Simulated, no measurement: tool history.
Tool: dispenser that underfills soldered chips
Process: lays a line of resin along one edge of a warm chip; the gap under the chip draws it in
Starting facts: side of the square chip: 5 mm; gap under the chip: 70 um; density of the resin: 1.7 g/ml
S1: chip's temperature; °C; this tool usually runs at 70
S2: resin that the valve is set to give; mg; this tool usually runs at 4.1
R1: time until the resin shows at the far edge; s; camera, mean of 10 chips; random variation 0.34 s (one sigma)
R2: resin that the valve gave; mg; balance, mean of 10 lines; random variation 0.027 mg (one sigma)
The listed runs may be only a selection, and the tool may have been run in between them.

run,day,S1,S2,R1,R2
1,0,70,4.1,21,4.11
# day 0.075: new syringe of resin
2,0.271,70,4.1,18.8,4.08
# day 0.475: new syringe of resin
3,0.625,59,4.1,28.9,4.12
# day 0.875: new syringe of resin
4,0.875,77,4.1,13.3,4.07
5,1.171,65,4.1,25.4,4.02
# day 1.3: new syringe of resin
6,1.442,70,4.1,18.5,4.02
# day 1.708: new syringe of resin
7,1.912,70,4.1,19,4.05
# day 2.117: new syringe of resin
8,2.275,70,4.1,19.5,3.99
# day 2.55: new syringe of resin
9,2.758,70,4.1,19.9,3.98
# day 2.962: new syringe of resin
10,3.212,70,4.36,20.2,4.25
# day 3.367: new syringe of resin
11,3.629,70,4.36,21,4.16
# day 3.775: new syringe of resin
12,3.9,70,4.36,19.4,4.2
# day 4.179: new syringe of resin
13,4.196,64,3.97,22.1,3.8
14,4.525,76,4.14,17.6,3.89
# day 4.612: new syringe of resin
15,4.804,56,3.97,34.7,3.78
# day 5.008: new syringe of resin
16,5.296,56,3.97,37.2,3.69
# day 5.417: new syringe of resin
17,5.692,56,3.97,37.1,3.7
# day 5.825: new syringe of resin
18,5.975,73,3.55,18.8,3.33
# day 6.229: new syringe of resin
19,6.321,57,3.6,33.3,3.34
# day 6.638: new syringe of resin
20,6.767,72,4.14,17.8,3.81
# day 7.058: new syringe of resin
21,7.067,72,4.14,17.3,3.84
# day 7.221: dispensing valve cleaned and set on the balance
# day 7.521: new syringe of resin
22,7.562,72,4.14,17.1,4.13

How would selected steps in R1 from run to run divide? Give the signed amount a tool lacking its hidden state would still show from settings, what came in and random variation, and the signed amount left for the hidden state, including any gauge scatter that is not in both of the compared results.
The tool's hidden condition here consists of: resin's viscosity, % of fresh resin's; dose that the valve gives, % of what is set; true chip temperature over the reading, C; drift of the gauge itself on fill_s, %; drift of the gauge itself on given_mg, %.
Run 4 -> 5: S1 77 -> 65. R1 +12.1 s: hidden state +5.2, all else +6.9.
Run 14 -> 15: S1 76 -> 56, S2 4.14 -> 3.97, new syringe of resin. R1 +17.1 s: hidden state +2.2, all else +14.9.
Run 17 -> 18: S1 56 -> 73, S2 3.97 -> 3.55, new syringe of resin. R1 -18.3 s: hidden state -6.5, all else -11.8.
